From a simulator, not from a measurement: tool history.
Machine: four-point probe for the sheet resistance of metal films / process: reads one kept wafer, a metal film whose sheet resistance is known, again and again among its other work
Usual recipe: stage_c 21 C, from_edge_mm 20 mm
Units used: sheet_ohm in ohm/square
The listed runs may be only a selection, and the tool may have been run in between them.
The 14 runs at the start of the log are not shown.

| run | hour | stage_c | from_edge_mm | sheet_ohm |
|---|---|---|---|---|
| 15 | 738.7 | 21 | 20 | 12.301116 |
| 16 | 776.9 | 21 | 20 | 12.295646 |
| 17 | 818.2 | 21 | 20 | 12.297324 |
|  | 847.8 | stage's thermometer calibrated |
| 18 | 897.8 | 21 | 20 | 12.300762 |
| 19 | 953.2 | 21 | 20 | 12.294941 |
| 20 | 1001.5 | 21 | 43 | 12.281362 |
| 21 | 1078.7 | 20 | 3 | 12.973654 |
| 22 | 1151.7 | 22 | 31 | 12.280198 |
| 23 | 1203.4 | 22 | 12 | 12.324703 |
| 24 | 1254.9 | 25 | 47 | 12.267778 |
| 25 | 1335 | 25 | 47 | 12.266896 |
| 26 | 1370.5 | 34 | 61 | 12.234423 |
| 27 | 1413 | 31 | 4 | 12.635161 |
| 28 | 1486.8 | 31 | 26 | 12.248262 |
| 29 | 1539.5 | 31 | 26 | 12.248334 |
| 30 | 1586.8 | 31 | 71 | 12.23799 |
| 31 | 1629.6 | 31 | 71 | 12.245325 |
| 32 | 1673.4 | 31 | 71 | 12.236905 |

What will run 33 give?
| 33 | 1751.1 | 31 | 71 | ? |

Run 33 came out at sheet_ohm 12.241981 ohm/square.
Take away the tool's hidden state, keep the run-to-run variation as it was, and the same run would have given sheet_ohm 12.241679 ohm/square.
